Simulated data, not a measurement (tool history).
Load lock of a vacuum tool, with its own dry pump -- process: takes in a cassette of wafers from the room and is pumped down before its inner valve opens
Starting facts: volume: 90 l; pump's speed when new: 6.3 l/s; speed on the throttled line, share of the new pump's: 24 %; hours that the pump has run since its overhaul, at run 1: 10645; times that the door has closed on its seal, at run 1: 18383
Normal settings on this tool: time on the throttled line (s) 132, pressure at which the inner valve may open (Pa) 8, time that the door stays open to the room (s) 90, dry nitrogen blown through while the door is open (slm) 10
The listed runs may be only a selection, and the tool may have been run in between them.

run,hour,time on the throttled line (s),pressure at which the inner valve may open (Pa),time that the door stays open to the room (s),dry nitrogen blown through while the door is open (slm),hours that the pump has run since its overhaul,times that the door has closed on its seal,"incoming humidity of the room's air, %",time from the closed door until the inner valve may open (s),rise of the pressure with all valves shut (Pa/min)
1,0.0,132,8,90,10,10645,18383,46.5,253.8,0.077
2,314.6,132,8,90,10,10960,19147,42.0,255.5,0.081
3,581.1,132,8,90,10,11226,19795,41.6,257.2,0.083
4,866.1,132,8,90,11,11511,20488,45.5,260.2,0.090
5,1191.3,132,8,90,11,11836,21278,45.6,257.1,0.092
6,1548.0,132,8,90,10,12193,22145,41.0,257.9,0.096
7,1845.6,132,8,55,10,12491,22868,47.7,260.0,0.101
8,2204.0,132,8,55,10,12849,23739,46.1,258.9,0.102
9,2402.2,175,8,90,10,13047,24220,47.0,292.4,0.114
10,2651.6,175,8,90,10,13297,24826,44.9,293.0,0.111
11,2993.1,175,8,90,10,13638,25656,42.1,290.2,0.112
12,3264.3,132,8,90,10,13909,26315,40.2,260.5,0.115
13,3553.5,132,8,90,10,14198,27018,46.2,263.4,0.131
14,3930.5,132,8,90,10,14575,27934,43.7,263.6,0.130
15,4146.1,181,8,90,10,14791,28458,46.7,295.0,0.137
16,4554.9,186,8,90,10,15200,29451,46.7,304.0,0.137
17,4943.6,132,8,132,10,15589,30395,42.8,265.4,0.152
18,5112.8,160,8,90,10,15758,30806,44.0,283.2,0.150
19,5401.2,132,8,90,10,16046,31507,45.0,264.9,0.157
20,5777.3,132,8,45,10,16422,32421,42.2,264.6,0.154
21,6147.8,222,8,40,10,16793,33321,46.0,326.4,0.166
22,6339.6,222,8,40,10,16985,33787,45.3,330.0,0.168
23,6595.8,222,8,67,10,17241,34410,41.7,329.7,0.169
24,6888.3,222,8,67,10,17533,35121,42.5,330.2,0.184
25,7129.2,222,8,67,10,17774,35706,47.5,330.0,0.185
# hour 7240.3: dry pump taken out, an overhauled one fitted
26,7515.1,166,16,90,12,275,36629,44.1,252.6,0.193
27,7736.5,166,16,63,7,496,37167,40.0,255.2,0.193
28,8112.3,166,16,63,7,872,38080,45.6,254.1,0.208
29,8507.3,140,9,116,6,1267,39040,47.6,243.3,0.215
30,8728.7,137,10,41,15,1488,39578,43.5,239.5,0.213
31,9092.8,218,8,41,25,1853,40463,44.9,303.2,0.217
32,9487.8,96,8,41,25,2248,41422,48.4,210.6,0.227
33,9815.4,109,8,98,27,2575,42218,45.6,224.0,0.238
34,10163.8,109,8,98,27,2924,43065,47.9,224.3,0.236
35,10471.1,72,11,170,11,3231,43812,48.0,192.7,0.265
36,10767.3,72,11,170,11,3527,44531,44.5,191.6,0.258
37,10950.9,72,11,170,11,3711,44977,45.9,193.3,0.266

How would selected steps in time from the closed door until the inner valve may open (s) from run to run divide? Give the signed amount a tool lacking its hidden state would still show from settings, what came in and random variation, and the signed amount left for the hidden state, including any gauge scatter that is not in both of the compared results.
The tool's hidden condition here consists of: pump's speed, % of a new pump's; leak at the door's seal, Pa l/s; drift of the gauge itself on ready_s, %; drift of the gauge itself on rise_pa_min, %.
Run 16 -> 17: time on the throttled line (s) 186 -> 132, time that the door stays open to the room (s) 90 -> 132. time from the closed door until the inner valve may open (s) -38.6: hidden state +3.8, all else -42.4.
Run 20 -> 21: time on the throttled line (s) 132 -> 222, time that the door stays open to the room (s) 45 -> 40. time from the closed door until the inner valve may open (s) +61.8: hidden state -5.2, all else +67.0.
Run 25 -> 26: time on the throttled line (s) 222 -> 166, pressure at which the inner valve may open (Pa) 8 -> 16, time that the door stays open to the room (s) 67 -> 90, dry nitrogen blown through while the door is open (slm) 10 -> 12, dry pump taken out, an overhauled one fitted. time from the closed door until the inner valve may open (s) -77.4: hidden state -26.0, all else -51.4.
Run 30 -> 31: time on the throttled line (s) 137 -> 218, pressure at which the inner valve may open (Pa) 10 -> 8, dry nitrogen blown through while the door is open (slm) 15 -> 25. time from the closed door until the inner valve may open (s) +63.7: hidden state +0.5, all else +63.2.
Run 31 -> 32: time on the throttled line (s) 218 -> 96. time from the closed door until the inner valve may open (s) -92.6: hidden state +0.8, all else -93.4.
